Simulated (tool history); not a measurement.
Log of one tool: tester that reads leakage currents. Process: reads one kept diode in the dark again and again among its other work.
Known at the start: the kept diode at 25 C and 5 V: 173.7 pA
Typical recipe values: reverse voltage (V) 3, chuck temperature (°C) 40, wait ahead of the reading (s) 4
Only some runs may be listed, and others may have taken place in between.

run     day  reverse voltage (V)  chuck temperature (°C)  wait ahead of the reading (s)  current that the tester gives (pA)
  1       0                    3                      40                              4                              387.78
      0.871  -- probe card cleaned and baked
  2     1.9                    3                      40                              4                              385.46
  3   4.354                    3                      40                              4                              385.54
  4   5.671                    3                      40                              4                              385.67
  5   6.721                    3                      50                              4                              734.32
  6    7.75                    3                      50                              4                              737.13
  7  10.246                    3                      50                              4                              737.28
  8   11.65                    3                      50                              4                              737.42
  9  12.758                    3                      50                              4                              735.27
 10  15.238                 5.23                      40                              4                              470.68
 11  17.396                 9.46                      40                              4                              587.65
 12  18.938                 9.46                      40                              4                              587.66
 13  20.004                    3                      40                              4                              382.11
 14  21.042                    3                      40                              4                              378.29
 15  23.004                    3                      40                              4                              379.38
 16  24.304                 1.56                      40                              4                              297.62
 17   25.95                 1.56                      40                              4                              297.45
 18  28.142                    3                      40                              4                              380.07
 19   29.15                    3                      40                              4                              379.39
 20  30.775                    3                      40                            1.6                              379.34
 21  31.938                    3                      40                            1.6                               378.7
 22    34.3                 3.53                      40                           6.91                              403.32
 23  36.592                 3.53                      40                           6.91                              402.75
 24  38.562                    3                      40                           4.17                              380.14
     40.229  -- chuck's temperature calibrated
 25  40.696                    3                      40                           7.33                              410.53
 26  43.175                    3                      24                           9.29                              132.58
 27  44.242                 4.29                      24                           0.83                              152.46
 28  45.646                 4.29                      53                           0.83                             1087.25
 29  46.996                 3.84                      56                           0.83                             1255.81
 30  48.046                 4.71                      56                           6.88                             1342.92
 31  50.521                13.74                      40                            3.5                              725.57
 32  52.879                13.74                      40                            3.5                              729.41
 33  54.362                 2.23                      40                           1.27                              366.71
 34  55.879                 10.7                      46                           8.15                              981.47
 35  57.475                 1.42                      40                           1.04                              307.87
 36  59.562                 1.42                      40                           1.04                              308.04
 37  61.088                 4.54                      36                           2.62                              361.85

Consider 4 possible next runs. They are alternatives, not a sequence: every one starts from the tool as it was left by run 37. What does each give?
  A  62.267                 4.54                      34                           2.62                                   ?
  B  62.267                    3                      59                              4                                   ?
  C  62.267                 4.38                      36                           2.62                                   ?
  D  62.267                 1.16                      40                           2.82                                   ?

run  current that the tester gives (pA)
  A                               315.7
  B                             1357.69
  C                              358.39
  D                              286.31
Without the tool's unlogged condition, the same runs would have read:
run  current that the tester gives (pA)
  A                              319.34
  B                              1374.5
  C                              362.61
  D                              290.06
